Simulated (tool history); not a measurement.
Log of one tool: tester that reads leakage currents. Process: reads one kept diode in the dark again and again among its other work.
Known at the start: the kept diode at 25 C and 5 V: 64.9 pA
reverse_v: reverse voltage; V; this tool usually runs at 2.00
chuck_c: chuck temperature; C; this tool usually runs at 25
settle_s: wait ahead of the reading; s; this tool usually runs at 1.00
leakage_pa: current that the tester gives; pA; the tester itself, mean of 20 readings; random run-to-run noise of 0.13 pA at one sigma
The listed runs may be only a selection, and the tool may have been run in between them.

| run | hour | reverse_v | chuck_c | settle_s | leakage_pa |
|---|---|---|---|---|---|
| 1 | 0.0 | 2.00 | 25 | 1.00 | 51.84 |
| 2 | 91.3 | 2.00 | 25 | 1.00 | 52.57 |
|  | 164.8 | probe card cleaned and baked |
| 3 | 174.6 | 2.00 | 25 | 1.00 | 55.74 |
| 4 | 239.2 | 2.00 | 28 | 1.00 | 71.73 |
| 5 | 321.2 | 2.00 | 28 | 1.00 | 71.94 |
| 6 | 380.1 | 2.00 | 28 | 1.00 | 72.22 |
| 7 | 470.4 | 2.00 | 28 | 1.00 | 73.13 |
| 8 | 575.3 | 2.00 | 28 | 1.00 | 73.26 |
|  | 631.6 | tester calibrated |
| 9 | 636.7 | 2.00 | 28 | 1.00 | 72.10 |
|  | 703.7 | probe card cleaned and baked, once more |
| 10 | 741.9 | 2.00 | 25 | 1.00 | 48.75 |
| 11 | 822.5 | 2.00 | 25 | 1.00 | 49.21 |
| 12 | 872.8 | 2.00 | 25 | 1.00 | 49.69 |
| 13 | 975.2 | 2.00 | 25 | 1.00 | 50.04 |
| 14 | 1045.7 | 2.00 | 25 | 1.00 | 49.92 |
| 15 | 1111.2 | 2.00 | 25 | 1.00 | 50.51 |
| 16 | 1176.7 | 2.00 | 26 | 1.00 | 55.68 |
|  | 1224.0 | chuck's temperature calibrated |
| 17 | 1273.5 | 2.00 | 25 | 1.00 | 42.51 |
| 18 | 1331.6 | 2.73 | 25 | 1.00 | 50.51 |
| 19 | 1414.5 | 2.73 | 25 | 1.00 | 50.63 |
| 20 | 1476.2 | 2.73 | 25 | 1.00 | 50.91 |
| 21 | 1519.2 | 12.61 | 35 | 1.00 | 281.63 |
| 22 | 1605.4 | 2.72 | 44 | 1.00 | 279.12 |
| 23 | 1669.8 | 14.24 | 28 | 3.87 | 162.53 |
| 24 | 1773.7 | 4.30 | 54 | 6.75 | 814.02 |
| 25 | 1835.9 | 4.30 | 54 | 6.75 | 815.85 |
| 26 | 1929.4 | 5.61 | 25 | 1.00 | 78.81 |
| 27 | 2007.6 | 2.00 | 47 | 1.00 | 317.06 |
| 28 | 2067.2 | 6.36 | 37 | 1.00 | 245.92 |
| 29 | 2145.1 | 6.36 | 37 | 1.00 | 247.03 |
| 30 | 2217.5 | 6.36 | 37 | 1.00 | 248.89 |
| 31 | 2283.4 | 8.74 | 21 | 0.56 | 75.69 |
| 32 | 2375.5 | 1.12 | 25 | 0.50 | 34.80 |
| 33 | 2457.1 | 1.12 | 25 | 0.50 | 35.08 |
| 34 | 2529.8 | 15.26 | 49 | 1.00 | 1093.44 |
| 35 | 2588.6 | 12.38 | 23 | 2.37 | 108.05 |
| 36 | 2688.3 | 1.64 | 40 | 0.92 | 163.83 |

Forecast each of these 5 alternatives for the next run:
| A | 2783.1 | 15.36 | 27 | 0.46 | ? |
| B | 2783.1 | 5.00 | 40 | 0.57 | ? |
| C | 2783.1 | 2.00 | 50 | 1.00 | ? |
| D | 2783.1 | 2.00 | 25 | 0.38 | ? |
| E | 2783.1 | 1.64 | 21 | 1.09 | ? |

| run | leakage_pa |
|---|---|
| A | 183.59 |
| B | 296.44 |
| C | 423.04 |
| D | 49.57 |
| E | 30.14 |
Without the tool's unlogged condition, the same runs would have read:
| run | leakage_pa |
|---|---|
| A | 149.87 |
| B | 262.76 |
| C | 382.00 |
| D | 42.48 |
| E | 25.29 |
